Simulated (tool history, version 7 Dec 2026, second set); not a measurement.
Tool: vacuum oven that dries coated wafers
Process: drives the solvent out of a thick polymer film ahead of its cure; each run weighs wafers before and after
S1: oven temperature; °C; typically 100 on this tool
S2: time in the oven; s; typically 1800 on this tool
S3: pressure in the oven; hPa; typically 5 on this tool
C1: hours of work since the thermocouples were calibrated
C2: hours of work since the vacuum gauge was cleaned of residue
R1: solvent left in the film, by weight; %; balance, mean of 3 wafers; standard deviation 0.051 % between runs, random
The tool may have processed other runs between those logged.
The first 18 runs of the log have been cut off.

Run 19, day 24.488: usual settings but S1 103 °C, S3 14.51 hPa; C1 473; C2 1160. Result: R1 0.94 %.
Run 20, day 25.767: usual settings but S1 109 °C, S2 1020 s, S3 4.46 hPa; C1 491; C2 1177. Result: R1 0.7 %.
Run 21, day 27.362: usual settings but S1 90 °C, S2 2940 s; C1 513; C2 1199. Result: R1 1.37 %.
Run 22, day 28.571: usual settings but S1 87 °C, S2 3060 s; C1 529; C2 1216. Result: R1 2.01 %.
Run 23, day 30.404: usual settings but S1 87 °C, S2 3060 s, S3 11.72 hPa; C1 554; C2 1241. Result: R1 2.43 %.
Run 24, day 31.792: usual settings but S1 87 °C, S2 3060 s, S3 11.72 hPa; C1 573; C2 1260. Result: R1 2.39 %.
Run 25, day 33.529: usual settings but S2 1680 s; C1 597; C2 1283. Result: R1 0.93 %.
Run 26, day 35.279: usual settings but S1 114 °C, S2 2040 s; C1 621; C2 1307. Result: R1 0.16 %.
Run 27, day 37.038: usual settings but S1 114 °C, S2 2700 s, S3 13.32 hPa; C1 645; C2 1331. Result: R1 0.35 %.
Run 28, day 38.338: usual settings but S2 1260 s, S3 13.44 hPa; C1 662; C2 1349. Result: R1 2.04 %.
Run 29, day 40.071: usual settings but S2 1620 s, S3 3.18 hPa; C1 686; C2 1372. Result: R1 0.89 %.
Run 30, day 41.954: usual settings but S2 1620 s, S3 3.18 hPa; C1 712; C2 1398. Result: R1 0.98 %.
Run 31, day 42.867: usual settings but S2 1620 s, S3 3.18 hPa; C1 724; C2 1411. Result: R1 0.9 %.

Below are 3 alternative next runs, each starting from the tool's condition after run 31. Predict each:
Run A, day 44.738: usual settings but S1 89 °C, S2 1200 s, S3 8.15 hPa; C1 750; C2 1436. Result: R1 ?.
Run B, day 44.738: usual settings but S1 91 °C, S2 1920 s, S3 3.18 hPa; C1 750; C2 1436. Result: R1 ?.
Run C, day 44.738: usual settings but S1 107 °C, S2 2460 s; C1 750; C2 1436. Result: R1 ?.

run    R1
  A  5.89
  B  2.56
  C  0.14
Take away the tool's hidden state, keep each run's random variation, and the runs would have read:
run    R1
  A  5.86
  B  2.53
  C  0.13

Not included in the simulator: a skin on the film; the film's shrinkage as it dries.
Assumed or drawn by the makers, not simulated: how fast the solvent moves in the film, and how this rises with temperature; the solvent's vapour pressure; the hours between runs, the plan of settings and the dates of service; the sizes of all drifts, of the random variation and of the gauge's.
